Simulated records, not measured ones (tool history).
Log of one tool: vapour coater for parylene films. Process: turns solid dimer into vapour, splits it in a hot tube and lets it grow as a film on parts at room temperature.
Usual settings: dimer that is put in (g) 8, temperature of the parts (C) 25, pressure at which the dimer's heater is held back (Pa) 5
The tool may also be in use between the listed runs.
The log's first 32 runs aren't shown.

run	hour	dimer that is put in (g)	temperature of the parts (C)	pressure at which the dimer's heater is held back (Pa)	thickness of the film (um)
33	811	4	23	2.21	3.81
34	831	4	23	2.21	3.73
35	852.4	3	25	3.21	2.63
36	879.1	3	31	7.67	2.12
37	903.7	4	37	5	2.6
38	932.5	4	37	5	2.62
39	957.6	4	18	5	3.59
40	984.3	3	25	5	2.39
41	1003.7	3	25	5	2.4
42	1032.1	4	25	5	3.15

Forecast each of these 3 alternatives for the next run:
A	1067.4	4	25	5.55	?
B	1067.4	4	26	5	?
C	1067.4	6	31	5	?

run	thickness of the film (um)
A	3.16
B	3.13
C	4.18
Without the tool's hidden state the same runs would have given:
run	thickness of the film (um)
A	3.57
B	3.54
C	4.73

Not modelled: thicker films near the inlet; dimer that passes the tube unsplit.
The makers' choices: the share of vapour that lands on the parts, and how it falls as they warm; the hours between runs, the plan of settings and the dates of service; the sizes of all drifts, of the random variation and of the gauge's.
